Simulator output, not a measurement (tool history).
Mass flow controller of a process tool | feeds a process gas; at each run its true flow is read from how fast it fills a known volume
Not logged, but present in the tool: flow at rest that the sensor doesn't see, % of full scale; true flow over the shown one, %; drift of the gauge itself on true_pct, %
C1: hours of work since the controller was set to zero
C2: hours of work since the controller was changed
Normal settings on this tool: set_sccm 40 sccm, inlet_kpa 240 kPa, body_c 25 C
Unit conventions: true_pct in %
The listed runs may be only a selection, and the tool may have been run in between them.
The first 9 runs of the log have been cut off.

{"run": 10, "day": 82.721, "set_sccm": 40, "inlet_kpa": 240, "body_c": 25, "C1": 3188, "C2": 3188, "true_pct": 101.66}
{"run": 11, "day": 89.246, "set_sccm": 40, "inlet_kpa": 240, "body_c": 25, "C1": 3265, "C2": 3265, "true_pct": 101.55}
{"run": 12, "day": 96.367, "set_sccm": 40, "inlet_kpa": 274, "body_c": 25, "C1": 3350, "C2": 3350, "true_pct": 101.53}
{"run": 13, "day": 105.654, "set_sccm": 40, "inlet_kpa": 274, "body_c": 25, "C1": 3460, "C2": 3460, "true_pct": 101.52}
{"run": 14, "day": 116.496, "set_sccm": 40, "inlet_kpa": 274, "body_c": 25, "C1": 3589, "C2": 3589, "true_pct": 101.66}
{"run": 15, "day": 122.004, "set_sccm": 40, "inlet_kpa": 240, "body_c": 24, "C1": 3654, "C2": 3654, "true_pct": 101.85}
{"run": 16, "day": 130.504, "set_sccm": 21, "inlet_kpa": 253, "body_c": 23, "C1": 3755, "C2": 3755, "true_pct": 102.4}
{"run": 17, "day": 137.121, "set_sccm": 40, "inlet_kpa": 147, "body_c": 20, "C1": 3834, "C2": 3834, "true_pct": 102.58}
{"run": 18, "day": 144.417, "set_sccm": 40, "inlet_kpa": 147, "body_c": 20, "C1": 3921, "C2": 3921, "true_pct": 102.55}
{"run": 19, "day": 152.133, "set_sccm": 40, "inlet_kpa": 147, "body_c": 20, "C1": 4012, "C2": 4012, "true_pct": 102.49}
{"run": 20, "day": 158.342, "set_sccm": 6, "inlet_kpa": 167, "body_c": 25, "C1": 4086, "C2": 4086, "true_pct": 107.11}
{"run": 21, "day": 169.133, "set_sccm": 32, "inlet_kpa": 177, "body_c": 37, "C1": 4214, "C2": 4214, "true_pct": 101.95}
{"run": 22, "day": 178.988, "set_sccm": 6, "inlet_kpa": 240, "body_c": 25, "C1": 4331, "C2": 4331, "true_pct": 107.23}
{"run": 23, "day": 189.546, "set_sccm": 6, "inlet_kpa": 240, "body_c": 25, "C1": 4457, "C2": 4457, "true_pct": 107.45}
{"run": 24, "day": 194.392, "set_sccm": 41, "inlet_kpa": 161, "body_c": 26, "C1": 4514, "C2": 4514, "true_pct": 102.58}
{"run": 25, "day": 199.075, "set_sccm": 41, "inlet_kpa": 161, "body_c": 26, "C1": 4570, "C2": 4570, "true_pct": 102.64}
{"run": 26, "day": 206.271, "set_sccm": 41, "inlet_kpa": 167, "body_c": 34, "C1": 4656, "C2": 4656, "true_pct": 102.27}
{"run": 27, "day": 213.542, "set_sccm": 44, "inlet_kpa": 148, "body_c": 34, "C1": 4742, "C2": 4742, "true_pct": 102.38}
{"run": 28, "day": 219.771, "set_sccm": 44, "inlet_kpa": 148, "body_c": 34, "C1": 4816, "C2": 4816, "true_pct": 102.49}
{"run": 29, "day": 226.558, "set_sccm": 11, "inlet_kpa": 147, "body_c": 35, "C1": 4897, "C2": 4897, "true_pct": 104.87}
{"run": 30, "day": 234.6, "set_sccm": 11, "inlet_kpa": 147, "body_c": 35, "C1": 4992, "C2": 4992, "true_pct": 104.9}

Predict each of these 5 candidate next runs independently; none follows another, all start after run 30:
{"run": "A", "day": 244.925, "set_sccm": 40, "inlet_kpa": 240, "body_c": 31, "C1": 5115, "C2": 5115, "true_pct": "?"}
{"run": "B", "day": 244.925, "set_sccm": 9, "inlet_kpa": 147, "body_c": 35, "C1": 5115, "C2": 5115, "true_pct": "?"}
{"run": "C", "day": 244.925, "set_sccm": 14, "inlet_kpa": 147, "body_c": 35, "C1": 5115, "C2": 5115, "true_pct": "?"}
{"run": "D", "day": 244.925, "set_sccm": 11, "inlet_kpa": 155, "body_c": 35, "C1": 5115, "C2": 5115, "true_pct": "?"}
{"run": "E", "day": 244.925, "set_sccm": 40, "inlet_kpa": 186, "body_c": 25, "C1": 5115, "C2": 5115, "true_pct": "?"}

run=A true_pct=102.53
run=B true_pct=106.09
run=C true_pct=104.2
run=D true_pct=105.06
run=E true_pct=102.84
What these runs would have given with no unlogged condition in the tool:
run=A true_pct=99.48
run=B true_pct=98.92
run=C true_pct=98.93
run=D true_pct=98.85
run=E true_pct=99.79
